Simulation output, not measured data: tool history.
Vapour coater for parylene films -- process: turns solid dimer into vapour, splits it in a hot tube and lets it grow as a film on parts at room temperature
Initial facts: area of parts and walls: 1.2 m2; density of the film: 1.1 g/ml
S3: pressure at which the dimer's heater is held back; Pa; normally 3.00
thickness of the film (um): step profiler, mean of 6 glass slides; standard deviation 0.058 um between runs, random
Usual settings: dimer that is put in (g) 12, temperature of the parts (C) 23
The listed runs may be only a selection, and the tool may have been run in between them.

run 1 hour=0.0 | dimer_that_is_put_in_(g)=12 temperature_of_the_parts_(C)=23 S3=3.00 | thickness_of_the_film_(um)=7.23
run 2 hour=12.6 | dimer_that_is_put_in_(g)=12 temperature_of_the_parts_(C)=23 S3=3.00 | thickness_of_the_film_(um)=7.29
run 3 hour=25.7 | dimer_that_is_put_in_(g)=12 temperature_of_the_parts_(C)=23 S3=3.00 | thickness_of_the_film_(um)=7.21
run 4 hour=39.3 | dimer_that_is_put_in_(g)=12 temperature_of_the_parts_(C)=23 S3=3.00 | thickness_of_the_film_(um)=7.14
run 5 hour=55.1 | dimer_that_is_put_in_(g)=12 temperature_of_the_parts_(C)=23 S3=3.00 | thickness_of_the_film_(um)=7.12
-- hour=61.0 trap's valve overhauled
run 6 hour=77.5 | dimer_that_is_put_in_(g)=12 temperature_of_the_parts_(C)=23 S3=3.00 | thickness_of_the_film_(um)=6.91
run 7 hour=89.0 | dimer_that_is_put_in_(g)=20 temperature_of_the_parts_(C)=23 S3=9.15 | thickness_of_the_film_(um)=8.83
run 8 hour=100.9 | dimer_that_is_put_in_(g)=8 temperature_of_the_parts_(C)=23 S3=6.81 | thickness_of_the_film_(um)=3.75
run 9 hour=113.4 | dimer_that_is_put_in_(g)=8 temperature_of_the_parts_(C)=23 S3=6.81 | thickness_of_the_film_(um)=3.76
run 10 hour=125.2 | dimer_that_is_put_in_(g)=7 temperature_of_the_parts_(C)=28 S3=3.14 | thickness_of_the_film_(um)=3.60
run 11 hour=150.9 | dimer_that_is_put_in_(g)=12 temperature_of_the_parts_(C)=22 S3=4.36 | thickness_of_the_film_(um)=6.34

What if the next run were any one of these 3? Each begins from the tool's condition after run 11:
run A hour=176.9 | dimer_that_is_put_in_(g)=12 temperature_of_the_parts_(C)=15 S3=2.71 | thickness_of_the_film_(um)=?
run B hour=176.9 | dimer_that_is_put_in_(g)=5 temperature_of_the_parts_(C)=16 S3=2.41 | thickness_of_the_film_(um)=?
run C hour=176.9 | dimer_that_is_put_in_(g)=12 temperature_of_the_parts_(C)=22 S3=3.55 | thickness_of_the_film_(um)=?

run=A thickness_of_the_film_(um)=8.14
run=B thickness_of_the_film_(um)=3.45
run=C thickness_of_the_film_(um)=6.69
Had the tool no hidden state, the same runs would have come out as:
run=A thickness_of_the_film_(um)=8.87
run=B thickness_of_the_film_(um)=3.73
run=C thickness_of_the_film_(um)=7.34
